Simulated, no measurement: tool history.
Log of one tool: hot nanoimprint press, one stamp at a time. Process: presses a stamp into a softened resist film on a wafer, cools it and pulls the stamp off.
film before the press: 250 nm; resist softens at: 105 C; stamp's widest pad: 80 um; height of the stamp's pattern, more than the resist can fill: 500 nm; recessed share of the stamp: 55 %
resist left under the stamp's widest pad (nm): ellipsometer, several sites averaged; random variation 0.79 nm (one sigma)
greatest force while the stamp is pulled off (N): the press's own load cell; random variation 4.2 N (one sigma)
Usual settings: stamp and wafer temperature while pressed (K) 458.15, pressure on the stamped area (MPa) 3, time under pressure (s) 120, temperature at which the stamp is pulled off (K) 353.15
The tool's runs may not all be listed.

run	hour	stamp and wafer temperature while pressed (K)	pressure on the stamped area (MPa)	time under pressure (s)	temperature at which the stamp is pulled off (K)	resist left under the stamp's widest pad (nm)	greatest force while the stamp is pulled off (N)
1	0	458.15	3	120	353.15	112.5	238
2	8.7	458.15	3.77	120	353.15	101.9	234
3	15.3	458.15	3.77	120	353.15	101.5	238
4	29.7	458.15	3.77	120	353.15	102.8	257
5	38.5	458.15	3.77	120	353.15	102.7	255
6	46.3	458.15	3.77	120	353.15	102.2	260
7	61.3	464.15	3	120	353.15	82.7	269
# hour 65.7: plate thermocouple calibrated
8	73.1	453.15	3	120	353.15	130.8	265
9	80.8	458.15	3	120	358.15	101.8	261
10	88	458.15	3	120	358.15	101.2	250
11	102.5	458.15	3	120	358.15	101.6	259
12	108.8	458.15	3	184	358.15	84.8	262
13	118.8	458.15	3	184	358.15	84.1	280
14	126.6	458.15	3	65	358.15	127.8	275
15	133.4	458.15	3	120	349.15	102.3	306
16	145.4	458.15	3	120	349.15	101.8	313
17	158.7	467.15	4.39	98	346.15	59	321
18	172.5	467.15	4.39	98	346.15	58.7	316
19	181.1	467.15	4.39	98	346.15	59.9	325
20	194.1	448.15	1.88	77	353.15	202	299
21	205	467.15	3	180	353.15	54	319
22	216.7	458.15	3	120	349.15	103.8	347
23	225.4	469.15	3	192	347.15	47.3	353
24	237.7	469.15	3	192	347.15	47.5	348
25	244	469.15	3	200	348.15	48	345
26	251.3	463.15	4.52	69	348.15	84.7	364
27	261.2	451.15	2.7	210	353.15	125.4	342
28	274.3	464.15	3.69	145	358.15	64.8	341
29	288.4	464.15	3.69	145	358.15	63.5	344
30	300	466.15	2.51	77	341.15	91.6	387

4 ways to go on from here, each from the tool as it stands after run 30. What would each give?
A	314.2	466.15	2.51	131	341.15	?	?
B	314.2	448.15	2.51	80	341.15	?	?
C	314.2	462.15	2.51	169	341.15	?	?
D	314.2	458.15	1.91	120	353.15	?	?

run	resist left under the stamp's widest pad (nm)	greatest force while the stamp is pulled off (N)
A	71.5	399
B	192.4	410
C	79.8	403
D	125.8	370
Without the tool's hidden state the same runs would have given:
run	resist left under the stamp's widest pad (nm)	greatest force while the stamp is pulled off (N)
A	69.3	222
B	189.1	228
C	77.3	224
D	122.5	207

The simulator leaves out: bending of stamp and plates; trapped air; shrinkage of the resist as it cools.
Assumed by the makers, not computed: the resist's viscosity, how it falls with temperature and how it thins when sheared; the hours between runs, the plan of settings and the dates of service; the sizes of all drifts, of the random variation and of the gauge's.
